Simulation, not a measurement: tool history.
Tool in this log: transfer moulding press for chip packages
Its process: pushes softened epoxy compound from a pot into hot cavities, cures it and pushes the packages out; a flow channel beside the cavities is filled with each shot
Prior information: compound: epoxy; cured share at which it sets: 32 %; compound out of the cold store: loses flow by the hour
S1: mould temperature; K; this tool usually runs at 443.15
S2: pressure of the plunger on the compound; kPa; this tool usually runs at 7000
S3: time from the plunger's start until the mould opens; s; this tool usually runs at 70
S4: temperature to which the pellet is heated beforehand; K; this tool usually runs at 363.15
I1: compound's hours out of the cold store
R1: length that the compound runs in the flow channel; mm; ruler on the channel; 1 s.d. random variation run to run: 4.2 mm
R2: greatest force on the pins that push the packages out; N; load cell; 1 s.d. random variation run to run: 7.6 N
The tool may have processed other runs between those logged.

| run | day | S1 | S2 | S3 | S4 | I1 | R1 | R2 |
|---|---|---|---|---|---|---|---|---|
| 1 | 0.000 | 443.15 | 7000 | 70 | 363.15 | 38.1 | 734 | 314 |
|  | 0.400 | cavities cleaned with cleaning compound and waxed |
| 2 | 2.250 | 443.15 | 7000 | 70 | 363.15 | 13.9 | 786 | 321 |
|  | 3.583 | cavities cleaned with cleaning compound and waxed |
| 3 | 4.779 | 443.15 | 7000 | 70 | 363.15 | 29.4 | 753 | 312 |
|  | 6.800 | cavities cleaned with cleaning compound and waxed |
| 4 | 6.879 | 443.15 | 7000 | 70 | 363.15 | 47.4 | 721 | 322 |
| 5 | 9.183 | 443.15 | 7000 | 70 | 363.15 | 12.8 | 783 | 334 |
|  | 10.042 | cavities cleaned with cleaning compound and waxed |
| 6 | 11.196 | 443.15 | 7000 | 66 | 363.15 | 45.1 | 724 | 353 |
|  | 12.171 | plunger's sealing rings changed |
| 7 | 12.446 | 448.15 | 7000 | 70 | 363.15 | 14.7 | 767 | 286 |
|  | 13.317 | cavities cleaned with cleaning compound and waxed |
| 8 | 13.775 | 443.15 | 7000 | 70 | 361.15 | 31.4 | 751 | 321 |
| 9 | 15.783 | 449.15 | 7000 | 70 | 363.15 | 13.2 | 764 | 275 |
|  | 16.017 | mould's thermocouples calibrated |
|  | 16.558 | cavities cleaned with cleaning compound and waxed |
| 10 | 17.954 | 443.15 | 7000 | 52 | 363.15 | 43.9 | 721 | 595 |
| 11 | 19.358 | 443.15 | 7000 | 52 | 363.15 | 23.5 | 762 | 615 |
|  | 19.800 | cavities cleaned with cleaning compound and waxed |
| 12 | 21.208 | 443.15 | 7000 | 52 | 363.15 | 46.9 | 713 | 602 |
|  | 22.950 | cavities cleaned with cleaning compound and waxed |
| 13 | 23.429 | 443.15 | 7000 | 83 | 363.15 | 41.3 | 731 | 261 |
|  | 24.338 | plunger's sealing rings changed |
| 14 | 26.050 | 448.15 | 8250 | 92 | 363.15 | 8.9 | 834 | 248 |
|  | 26.338 | cavities cleaned with cleaning compound and waxed |
| 15 | 28.638 | 448.15 | 8250 | 104 | 360.15 | 38.5 | 794 | 239 |
|  | 29.550 | cavities cleaned with cleaning compound and waxed |
| 16 | 29.883 | 438.15 | 8250 | 58 | 360.15 | 19.8 | 852 | 718 |
| 17 | 31.654 | 438.15 | 8250 | 58 | 360.15 | 37.1 | 820 | 683 |
|  | 32.775 | cavities cleaned with cleaning compound and waxed |
| 18 | 33.246 | 438.15 | 8250 | 58 | 360.15 | 30.8 | 833 | 694 |
| 19 | 34.854 | 438.15 | 6630 | 107 | 361.15 | 19.5 | 766 | 253 |
|  | 35.975 | cavities cleaned with cleaning compound and waxed |
|  | 36.517 | plunger's sealing rings changed |
| 20 | 37.075 | 439.15 | 7000 | 70 | 361.15 | 38.8 | 749 | 415 |
| 21 | 39.000 | 438.15 | 6620 | 54 | 365.15 | 18.3 | 765 | 839 |
|  | 39.217 | cavities cleaned with cleaning compound and waxed |
| 22 | 41.292 | 443.15 | 7160 | 86 | 360.15 | 29.1 | 764 | 271 |
|  | 42.446 | cavities cleaned with cleaning compound and waxed |
| 23 | 43.708 | 443.15 | 7160 | 86 | 358.15 | 23.0 | 776 | 271 |
|  | 45.550 | cavities cleaned with cleaning compound and waxed |
| 24 | 46.221 | 443.15 | 7960 | 72 | 363.15 | 40.7 | 787 | 315 |
|  | 48.575 | plunger's sealing rings changed |
|  | 48.775 | cavities cleaned with cleaning compound and waxed |
| 25 | 48.788 | 443.15 | 5600 | 60 | 358.15 | 32.5 | 669 | 440 |
| 26 | 50.779 | 439.15 | 7860 | 101 | 371.15 | 10.8 | 850 | 270 |

Predict each of these 5 candidate next runs independently; none follows another, all start after run 26:
|  | 52.004 | cavities cleaned with cleaning compound and waxed |
| A | 53.254 | 443.15 | 5380 | 54 | 363.15 | 43.8 | ? | ? |
|  | 52.004 | cavities cleaned with cleaning compound and waxed |
| B | 53.254 | 443.15 | 7000 | 51 | 355.15 | 10.5 | ? | ? |
|  | 52.004 | cavities cleaned with cleaning compound and waxed |
| C | 53.254 | 439.15 | 7860 | 54 | 371.15 | 13.0 | ? | ? |
|  | 52.004 | cavities cleaned with cleaning compound and waxed |
| D | 53.254 | 443.15 | 7000 | 106 | 372.15 | 31.0 | ? | ? |
|  | 52.004 | cavities cleaned with cleaning compound and waxed |
| E | 53.254 | 446.15 | 7860 | 101 | 371.15 | 30.3 | ? | ? |

| run | R1 | R2 |
|---|---|---|
| A | 634 | 540 |
| B | 787 | 734 |
| C | 839 | 759 |
| D | 750 | 262 |
| E | 781 | 237 |
With no hidden state in the tool, these same runs would have given:
| run | R1 | R2 |
|---|---|---|
| A | 635 | 537 |
| B | 787 | 730 |
| C | 840 | 754 |
| D | 750 | 260 |
| E | 781 | 235 |
